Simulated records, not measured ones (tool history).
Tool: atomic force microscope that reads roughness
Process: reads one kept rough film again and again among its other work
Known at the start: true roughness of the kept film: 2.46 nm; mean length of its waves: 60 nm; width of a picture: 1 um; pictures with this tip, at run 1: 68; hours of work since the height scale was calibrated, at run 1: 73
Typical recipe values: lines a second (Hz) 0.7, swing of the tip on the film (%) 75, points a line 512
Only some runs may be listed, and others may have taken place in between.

| run | hour | lines a second (Hz) | swing of the tip on the film (%) | points a line | pictures with this tip | hours of work since the height scale was calibrated | roughness of the kept film (nm (root mean square)) |
|---|---|---|---|---|---|---|---|
| 1 | 0 | 0.7 | 75 | 512 | 68 | 73 | 2.38 |
| 2 | 4.1 | 0.7 | 75 | 363 | 77 | 76 | 2.386 |
| 3 | 12.8 | 0.7 | 85 | 512 | 96 | 83 | 2.335 |
| 4 | 21.4 | 0.7 | 75 | 850 | 114 | 89 | 2.353 |
| 5 | 27.8 | 0.7 | 75 | 512 | 128 | 94 | 2.365 |
| 6 | 35.8 | 0.7 | 75 | 512 | 145 | 100 | 2.344 |
| 7 | 42.9 | 0.7 | 56 | 512 | 160 | 105 | 2.374 |
| 8 | 50.6 | 0.7 | 75 | 343 | 176 | 110 | 2.344 |
| 9 | 56.9 | 0.7 | 75 | 343 | 190 | 115 | 2.344 |
| 10 | 65 | 0.7 | 75 | 343 | 207 | 121 | 2.337 |
| 11 | 72.1 | 0.7 | 75 | 343 | 223 | 126 | 2.343 |
| 12 | 75.8 | 0.7 | 75 | 343 | 230 | 129 | 2.337 |
| 13 | 81 | 0.7 | 75 | 512 | 242 | 133 | 2.339 |
| 14 | 87.5 | 0.7 | 75 | 594 | 255 | 137 | 2.325 |
| 15 | 91.3 | 0.7 | 75 | 594 | 263 | 140 | 2.332 |
| 16 | 96.8 | 0.7 | 75 | 594 | 275 | 144 | 2.341 |
| 17 | 102.5 | 0.7 | 75 | 542 | 288 | 148 | 2.314 |
| 18 | 110.5 | 0.7 | 75 | 542 | 305 | 154 | 2.322 |
| 19 | 115 | 0.7 | 62 | 512 | 314 | 157 | 2.37 |
| 20 | 121.2 | 0.7 | 62 | 512 | 328 | 162 | 2.333 |
|  | 128.7 | new tip fitted |
| 21 | 129.5 | 0.7 | 75 | 512 | 1 | 168 | 2.382 |
| 22 | 135.4 | 0.7 | 79 | 512 | 14 | 172 | 2.381 |
| 23 | 142.4 | 0.7 | 79 | 512 | 29 | 177 | 2.37 |
| 24 | 150.7 | 0.7 | 62 | 512 | 47 | 183 | 2.407 |
| 25 | 155.1 | 0.7 | 75 | 297 | 56 | 186 | 2.354 |
| 26 | 159.5 | 0.7 | 75 | 297 | 65 | 190 | 2.369 |
| 27 | 164.7 | 0.7 | 75 | 297 | 77 | 193 | 2.349 |
| 28 | 169.3 | 0.657 | 75 | 297 | 86 | 197 | 2.365 |
| 29 | 177.5 | 1.665 | 55 | 602 | 104 | 203 | 2.367 |
| 30 | 182.2 | 2.095 | 87 | 456 | 114 | 206 | 2.184 |
| 31 | 187.9 | 0.627 | 58 | 303 | 126 | 210 | 2.373 |
| 32 | 196 | 0.627 | 58 | 303 | 144 | 216 | 2.365 |
| 33 | 201 | 0.627 | 58 | 524 | 154 | 220 | 2.372 |
| 34 | 207.8 | 0.834 | 58 | 524 | 169 | 225 | 2.392 |
| 35 | 214.1 | 0.834 | 58 | 524 | 182 | 230 | 2.369 |
| 36 | 221.6 | 2.379 | 58 | 524 | 198 | 235 | 2.349 |
| 37 | 227.8 | 3.271 | 62 | 432 | 212 | 240 | 2.274 |
| 38 | 232.5 | 1.842 | 89 | 529 | 222 | 243 | 2.16 |
| 39 | 237.7 | 0.7 | 81 | 512 | 233 | 247 | 2.311 |
| 40 | 241.9 | 0.7 | 68 | 269 | 242 | 250 | 2.335 |
| 41 | 249.3 | 0.621 | 76 | 480 | 258 | 255 | 2.312 |
| 42 | 255.6 | 3.768 | 65 | 356 | 271 | 260 | 2.233 |
| 43 | 260.5 | 3.768 | 57 | 415 | 282 | 263 | 2.306 |
| 44 | 266.4 | 0.654 | 75 | 333 | 294 | 268 | 2.322 |
| 45 | 274.3 | 0.654 | 75 | 333 | 311 | 274 | 2.329 |
| 46 | 282.4 | 0.7 | 74 | 743 | 329 | 279 | 2.305 |
|  | 289.1 | new tip fitted |
| 47 | 290.7 | 0.535 | 75 | 512 | 3 | 285 | 2.373 |
| 48 | 294.6 | 0.535 | 75 | 512 | 12 | 288 | 2.396 |
| 49 | 303.3 | 1.645 | 75 | 671 | 30 | 294 | 2.303 |
| 50 | 310 | 0.7 | 61 | 949 | 45 | 299 | 2.387 |
| 51 | 314.6 | 1.978 | 74 | 617 | 54 | 303 | 2.29 |
| 52 | 323.6 | 1.978 | 74 | 617 | 74 | 309 | 2.304 |
| 53 | 327.6 | 1.978 | 74 | 617 | 82 | 312 | 2.282 |

How the hidden state differs across the entries between the runs, from the last listed run before each to the first after it:
Logged between run 20 and run 21: new tip fitted (hour 128.7)
  radius of the tip, nm: 15.2 -> 5.2; height scale over the true one, %: 0.06 -> 0.05
  measured minus no-state result, roughness of the kept film (nm (root mean square)): -0.062 -> +0
Logged between run 46 and run 47: new tip fitted (hour 289.1)
  radius of the tip, nm: 15 -> 5.3
  measured minus no-state result, roughness of the kept film (nm (root mean square)): -0.063 -> -0.003

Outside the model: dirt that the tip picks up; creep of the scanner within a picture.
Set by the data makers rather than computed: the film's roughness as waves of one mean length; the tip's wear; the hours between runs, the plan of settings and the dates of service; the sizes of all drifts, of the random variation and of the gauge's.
